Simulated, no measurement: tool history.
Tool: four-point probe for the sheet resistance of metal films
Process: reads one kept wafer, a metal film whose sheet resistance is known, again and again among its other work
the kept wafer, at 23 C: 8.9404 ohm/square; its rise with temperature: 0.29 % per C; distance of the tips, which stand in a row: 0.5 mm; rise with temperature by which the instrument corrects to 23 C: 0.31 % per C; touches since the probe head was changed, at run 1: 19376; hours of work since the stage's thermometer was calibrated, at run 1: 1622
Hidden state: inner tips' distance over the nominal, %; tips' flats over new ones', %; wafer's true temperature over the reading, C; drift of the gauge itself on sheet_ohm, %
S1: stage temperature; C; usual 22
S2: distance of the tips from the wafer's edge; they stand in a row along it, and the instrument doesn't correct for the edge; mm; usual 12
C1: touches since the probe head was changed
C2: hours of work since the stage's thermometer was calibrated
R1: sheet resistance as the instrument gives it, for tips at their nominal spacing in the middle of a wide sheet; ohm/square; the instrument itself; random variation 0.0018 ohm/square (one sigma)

run   hour  S1  S2     C1    C2        R1
  1    0.0  22  12  19376  1622  9.014759
  2   24.4  22  12  19759  1636  9.013161
  3   57.8  22   5  20282  1655  9.057127
  4   95.3  22   7  20870  1677  9.032413
  5  123.5  20  12  21311  1694  9.020208
  6  158.5  20  12  21861  1714  9.018960
  7  196.6  28  10  22458  1736  9.011782
     201.2  -- stage's thermometer calibrated
  8  234.2  28  10  23039    19  9.012119
  9  262.9  23  10  23489    36  9.021018
 10  288.3  26   7  23886    51  9.029357
 11  336.9  26   4  24648    79  9.080610

Forecast run 12:
     348.8  -- stage's thermometer calibrated, once more
 12  369.6  27   4  25152  12   ?

{"run 12": {"R1": 9.074004}}
Without the tool's hidden state the same run would have given R1 9.010471 ohm/square.
